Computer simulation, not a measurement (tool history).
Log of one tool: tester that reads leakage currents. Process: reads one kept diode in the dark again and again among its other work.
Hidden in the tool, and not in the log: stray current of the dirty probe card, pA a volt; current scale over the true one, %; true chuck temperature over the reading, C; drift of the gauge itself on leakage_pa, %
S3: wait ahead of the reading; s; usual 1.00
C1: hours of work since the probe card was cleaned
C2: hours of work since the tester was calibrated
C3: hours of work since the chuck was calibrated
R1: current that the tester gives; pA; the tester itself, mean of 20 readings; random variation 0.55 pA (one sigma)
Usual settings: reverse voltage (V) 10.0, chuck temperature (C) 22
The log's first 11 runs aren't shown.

run 12 day=12.288 | reverse_voltage_(V)=10.0 chuck_temperature_(C)=22 S3=0.48 | C1=638 C2=1187 C3=546 | R1=175.68
run 13 day=13.854 | reverse_voltage_(V)=10.0 chuck_temperature_(C)=22 S3=0.48 | C1=655 C2=1204 C3=563 | R1=175.33
run 14 day=15.392 | reverse_voltage_(V)=10.0 chuck_temperature_(C)=22 S3=0.48 | C1=672 C2=1221 C3=580 | R1=173.99
-- day=15.546 chuck's temperature calibrated
run 15 day=17.150 | reverse_voltage_(V)=10.0 chuck_temperature_(C)=22 S3=0.48 | C1=691 C2=1239 C3=18 | R1=167.49
run 16 day=18.096 | reverse_voltage_(V)=10.0 chuck_temperature_(C)=22 S3=0.48 | C1=702 C2=1250 C3=28 | R1=168.02
-- day=18.283 chuck's temperature calibrated, once more
run 17 day=19.667 | reverse_voltage_(V)=10.0 chuck_temperature_(C)=22 S3=3.09 | C1=718 C2=1266 C3=15 | R1=184.96
run 18 day=21.225 | reverse_voltage_(V)=1.9 chuck_temperature_(C)=22 S3=3.09 | C1=735 C2=1284 C3=33 | R1=81.03
run 19 day=22.188 | reverse_voltage_(V)=1.9 chuck_temperature_(C)=22 S3=3.09 | C1=746 C2=1294 C3=43 | R1=81.06
run 20 day=23.412 | reverse_voltage_(V)=17.1 chuck_temperature_(C)=26 S3=0.64 | C1=760 C2=1308 C3=57 | R1=341.18
run 21 day=24.767 | reverse_voltage_(V)=10.0 chuck_temperature_(C)=22 S3=0.67 | C1=775 C2=1323 C3=72 | R1=186.08
run 22 day=26.342 | reverse_voltage_(V)=10.0 chuck_temperature_(C)=22 S3=0.67 | C1=792 C2=1340 C3=89 | R1=185.23
run 23 day=27.092 | reverse_voltage_(V)=10.0 chuck_temperature_(C)=39 S3=7.91 | C1=800 C2=1349 C3=98 | R1=746.06
run 24 day=28.496 | reverse_voltage_(V)=10.0 chuck_temperature_(C)=38 S3=7.91 | C1=816 C2=1364 C3=113 | R1=684.94
run 25 day=29.192 | reverse_voltage_(V)=1.0 chuck_temperature_(C)=52 S3=0.93 | C1=824 C2=1372 C3=121 | R1=644.87
run 26 day=30.596 | reverse_voltage_(V)=1.0 chuck_temperature_(C)=52 S3=0.93 | C1=839 C2=1388 C3=137 | R1=646.01
run 27 day=31.946 | reverse_voltage_(V)=1.0 chuck_temperature_(C)=52 S3=0.93 | C1=854 C2=1403 C3=151 | R1=647.74
run 28 day=33.462 | reverse_voltage_(V)=1.0 chuck_temperature_(C)=52 S3=0.93 | C1=871 C2=1419 C3=168 | R1=640.97
run 29 day=35.138 | reverse_voltage_(V)=3.0 chuck_temperature_(C)=24 S3=1.83 | C1=890 C2=1438 C3=187 | R1=118.49
run 30 day=36.300 | reverse_voltage_(V)=3.2 chuck_temperature_(C)=22 S3=1.46 | C1=902 C2=1451 C3=200 | R1=103.14
run 31 day=37.533 | reverse_voltage_(V)=3.2 chuck_temperature_(C)=22 S3=7.29 | C1=916 C2=1465 C3=213 | R1=102.47
run 32 day=38.950 | reverse_voltage_(V)=2.7 chuck_temperature_(C)=36 S3=0.32 | C1=932 C2=1480 C3=229 | R1=305.37

The next listed run, before its measurement:
run 33 day=39.908 | reverse_voltage_(V)=2.7 chuck_temperature_(C)=36 S3=0.32 | C1=942 C2=1491 C3=240 | R1=?

R1: 304.69 pA
Without the tool's hidden state the same run would have given R1 311.86 pA.
